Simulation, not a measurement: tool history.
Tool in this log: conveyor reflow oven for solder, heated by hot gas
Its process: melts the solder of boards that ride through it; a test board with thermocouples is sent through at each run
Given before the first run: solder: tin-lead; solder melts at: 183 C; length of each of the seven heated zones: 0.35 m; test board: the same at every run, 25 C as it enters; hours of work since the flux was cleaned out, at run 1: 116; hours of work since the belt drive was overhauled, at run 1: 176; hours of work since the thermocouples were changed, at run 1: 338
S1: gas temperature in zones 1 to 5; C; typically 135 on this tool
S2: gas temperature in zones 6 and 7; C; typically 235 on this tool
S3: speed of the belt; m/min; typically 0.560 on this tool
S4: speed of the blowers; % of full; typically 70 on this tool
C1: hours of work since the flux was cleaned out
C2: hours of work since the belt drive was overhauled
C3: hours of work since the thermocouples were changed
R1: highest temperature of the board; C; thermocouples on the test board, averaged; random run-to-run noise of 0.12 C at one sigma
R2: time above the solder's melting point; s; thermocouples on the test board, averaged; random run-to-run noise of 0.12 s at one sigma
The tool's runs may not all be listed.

| run | day | S1 | S2 | S3 | S4 | C1 | C2 | C3 | R1 | R2 |
|---|---|---|---|---|---|---|---|---|---|---|
| 1 | 0.000 | 135 | 235 | 0.560 | 70 | 116 | 176 | 338 | 214.0 | 52.0 |
| 2 | 0.462 | 135 | 236 | 0.560 | 70 | 125 | 185 | 346 | 214.9 | 52.7 |
| 3 | 1.017 | 135 | 235 | 0.560 | 65 | 136 | 195 | 357 | 212.0 | 49.8 |
| 4 | 1.496 | 135 | 235 | 0.560 | 65 | 145 | 204 | 366 | 212.0 | 49.8 |
| 5 | 2.125 | 135 | 235 | 0.560 | 65 | 156 | 216 | 378 | 211.9 | 49.9 |
| 6 | 2.617 | 135 | 235 | 0.560 | 70 | 166 | 225 | 387 | 213.4 | 52.1 |
|  | 2.817 | belt drive overhauled, speed set with a stopwatch |
| 7 | 3.146 | 145 | 242 | 0.560 | 56 | 172 | 6 | 394 | 216.1 | 56.6 |
| 8 | 3.788 | 129 | 244 | 0.560 | 72 | 185 | 18 | 406 | 220.8 | 55.6 |
| 9 | 4.312 | 129 | 244 | 0.560 | 72 | 194 | 28 | 416 | 220.5 | 55.8 |
|  | 4.962 | belt drive overhauled, speed set with a stopwatch, once more |
| 10 | 5.058 | 129 | 244 | 0.525 | 72 | 205 | 2 | 427 | 222.8 | 60.8 |
| 11 | 5.592 | 135 | 235 | 0.618 | 70 | 215 | 12 | 437 | 209.3 | 42.3 |

Forecast each of these 4 alternatives for the next run:
| A | 5.879 | 144 | 235 | 0.485 | 68 | 221 | 17 | 442 | ? | ? |
| B | 5.879 | 145 | 230 | 0.468 | 70 | 221 | 17 | 442 | ? | ? |
| C | 5.879 | 146 | 235 | 0.493 | 57 | 221 | 17 | 442 | ? | ? |
| D | 5.879 | 135 | 234 | 0.484 | 70 | 221 | 17 | 442 | ? | ? |

| run | R1 | R2 |
|---|---|---|
| A | 219.1 | 68.9 |
| B | 216.2 | 70.0 |
| C | 215.1 | 64.6 |
| D | 217.2 | 64.0 |
With no hidden state in the tool, these same runs would have given:
| run | R1 | R2 |
|---|---|---|
| A | 221.0 | 70.6 |
| B | 218.0 | 71.8 |
| C | 216.9 | 66.4 |
| D | 219.3 | 65.9 |
